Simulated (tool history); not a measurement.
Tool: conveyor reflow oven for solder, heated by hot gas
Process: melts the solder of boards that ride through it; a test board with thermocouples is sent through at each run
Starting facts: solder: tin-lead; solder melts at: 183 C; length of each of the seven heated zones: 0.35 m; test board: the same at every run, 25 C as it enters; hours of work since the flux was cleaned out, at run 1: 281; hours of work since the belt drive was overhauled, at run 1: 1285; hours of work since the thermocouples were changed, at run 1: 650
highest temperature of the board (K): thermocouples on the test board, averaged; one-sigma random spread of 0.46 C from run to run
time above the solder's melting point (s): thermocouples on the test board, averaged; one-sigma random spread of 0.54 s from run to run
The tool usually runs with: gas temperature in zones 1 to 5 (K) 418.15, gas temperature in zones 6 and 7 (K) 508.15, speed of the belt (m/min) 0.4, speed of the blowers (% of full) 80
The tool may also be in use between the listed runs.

run,day,gas temperature in zones 1 to 5 (K),gas temperature in zones 6 and 7 (K),speed of the belt (m/min),speed of the blowers (% of full),hours of work since the flux was cleaned out,hours of work since the belt drive was overhauled,hours of work since the thermocouples were changed,highest temperature of the board (K),time above the solder's melting point (s)
1,0,418.15,508.15,0.4,80,281,1285,650,495.15,92.1
2,1.733,418.15,508.15,0.4,80,311,1315,680,495.25,90.2
3,4.188,418.15,508.15,0.4,80,353,1357,723,496.15,91.1
4,5.488,418.15,508.15,0.4,80,376,1379,745,495.15,90.6
5,7.2,418.15,508.15,0.4,80,405,1409,774,493.95,91.1
6,9.154,421.15,508.15,0.4,80,439,1442,808,494.55,91.9
7,10.75,418.15,508.15,0.4,80,466,1470,836,494.65,90.1
# day 11.396: flux residue cleaned out of gas plates and filters
# day 12.029: belt drive overhauled, speed set with a stopwatch
8,13.188,418.15,508.15,0.4,80,28,20,871,495.65,88.8
9,14.762,418.15,508.15,0.4,80,55,47,898,495.25,88.6
10,17.438,418.15,508.15,0.474,80,101,93,944,491.15,70.5
11,19.842,418.15,508.15,0.474,80,143,135,986,489.95,69.8
12,22.021,418.15,508.15,0.474,80,180,172,1023,489.95,69.2
# day 22.296: thermocouples of zones 6 and 7 changed
13,24.054,418.15,508.15,0.474,80,214,206,30,492.95,71.9
14,26.325,418.15,508.15,0.474,80,253,245,70,492.95,72.8
15,28.067,418.15,508.15,0.474,80,283,275,99,493.05,72.2
16,29.429,423.15,508.15,0.4,80,306,298,123,498.35,93.9
17,31.833,421.15,516.15,0.4,80,348,340,164,504.35,96.7
18,33.758,423.15,508.15,0.422,82,381,373,198,496.45,86.6
19,36.262,418.15,500.15,0.4,80,424,416,241,488.45,83.6
20,38.096,418.15,502.15,0.324,69,456,448,272,492.35,109.7
# day 39.388: flux residue cleaned out of gas plates and filters
21,39.975,418.15,502.15,0.324,69,10,477,301,494.45,112.7
22,41.729,429.15,502.15,0.347,87,40,507,331,495.75,111.5
23,43.154,418.15,508.15,0.33,80,65,531,356,500.55,114.6
24,45.146,418.15,508.15,0.33,80,99,566,390,501.15,114.8
25,47.15,418.15,508.15,0.33,80,134,600,425,500.35,115.3
26,49.333,418.15,508.15,0.33,80,171,638,462,499.65,114.9
27,51.829,418.15,508.15,0.467,63,214,681,505,488.35,68.3
28,54.025,403.15,516.15,0.374,74,252,719,543,501.85,94.2
29,56.317,418.15,508.15,0.345,70,292,758,583,497.45,107
30,57.812,418.15,514.15,0.326,61,318,784,609,502.65,115.9
31,59.067,418.15,514.15,0.326,61,339,806,630,502.35,117.4

How the hidden state differs across the entries between the runs, from the last listed run before each to the first after it:
Between runs 7 and 8: flux residue cleaned out of gas plates and filters (day 11.396); belt drive overhauled, speed set with a stopwatch (day 12.029)
  heat that the gas passes to the board, % of a clean oven's: 88.8 -> 98.8; belt's true speed, % of the reading: 96.75 -> 100; true gas temperature in zones 6 and 7 over the reading, C: -3.43 -> -3.57
  difference, measured minus the result without the unlogged condition, highest temperature of the board (K): -4.6 -> -3.5; time above the solder's melting point (s): -0.9 -> -2.7
Between runs 12 and 13: thermocouples of zones 6 and 7 changed (day 22.296)
  heat that the gas passes to the board, % of a clean oven's: 94.8 -> 94; belt's true speed, % of the reading: 99.67 -> 99.6; true gas temperature in zones 6 and 7 over the reading, C: -4.19 -> -0.07
  difference, measured minus the result without the unlogged condition, highest temperature of the board (K): -4.8 -> -1.3; time above the solder's melting point (s): -3.9 -> -1
Between runs 20 and 21: flux residue cleaned out of gas plates and filters (day 39.388)
  heat that the gas passes to the board, % of a clean oven's: 88.2 -> 99.3; belt's true speed, % of the reading: 99.08 -> 99.02; true gas temperature in zones 6 and 7 over the reading, C: -1.04 -> -1.15
  difference, measured minus the result without the unlogged condition, highest temperature of the board (K): -2.4 -> -1; time above the solder's melting point (s): -1.9 -> +0.3
